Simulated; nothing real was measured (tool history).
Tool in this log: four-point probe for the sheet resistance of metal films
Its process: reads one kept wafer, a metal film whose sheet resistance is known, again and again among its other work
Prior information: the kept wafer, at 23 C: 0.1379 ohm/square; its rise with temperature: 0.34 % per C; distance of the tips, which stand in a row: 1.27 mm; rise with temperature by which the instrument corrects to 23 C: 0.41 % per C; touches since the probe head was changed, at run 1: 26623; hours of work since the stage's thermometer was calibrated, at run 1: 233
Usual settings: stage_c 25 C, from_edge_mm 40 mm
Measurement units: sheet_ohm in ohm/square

run	hour	stage_c	from_edge_mm	touches since the probe head was changed	hours of work since the stage's thermometer was calibrated	sheet_ohm
1	0.0	25	40	26623	233	0.137791
2	57.1	25	9	28028	261	0.139216
3	83.4	25	40	28674	274	0.137760
4	123.4	32	40	29657	294	0.137069
5	148.4	21	40	30272	307	0.138185
6	185.5	21	40	31185	325	0.138182
7	230.4	21	40	32289	348	0.138164
8	277.2	21	4	33439	371	0.145168
9	303.0	25	47	34073	384	0.137760
10	350.3	25	47	35235	408	0.137798
11	388.9	25	40	36185	427	0.137782
12	420.2	25	40	36954	443	0.137806
13	456.6	33	40	37849	461	0.136984
14	510.9	33	40	39183	488	0.136943
15	535.2	33	40	39782	500	0.136936
16	569.9	33	40	40635	518	0.136954
17	600.2	25	40	41378	533	0.137792
18	641.5	27	40	42395	553	0.137630
19	676.7	27	40	43259	571	0.137575
20	734.5	25	40	44682	600	0.137766
21	770.8	25	40	45574	618	0.137721
22	821.2	24	17	46813	643	0.138247
23	851.3	24	17	47553	658	0.138236
24	880.1	25	28	48260	673	0.137887
25	920.6	29	23	49256	693	0.137503
26	971.2	34	51	50500	718	0.136870
27	1000.4	18	66	51218	733	0.138472
28	1040.5	18	66	52204	753	0.138478
29	1095.9	19	64	53567	781	0.138412
30	1126.8	18	10	54326	796	0.139697
31	1180.3	22	30	55641	823	0.138146
32	1212.0	22	30	56421	839	0.138143
33	1254.0	20	13	57454	860	0.138955
34	1311.7	20	11	58873	888	0.139223
35	1339.3	18	4	59551	902	0.145627
36	1369.2	28	7	60285	917	0.139825
37	1404.0	21	4	61142	935	0.145215
38	1436.2	29	9	61934	951	0.138808

Run 39 is up next; what results do you expect?
39	1468.8	22	40	62734	967	?

{"run 39": {"sheet_ohm": 0.138099}}
With the hidden condition absent and the run-to-run variation left alone, this run would have shown sheet_ohm 0.138076 ohm/square.
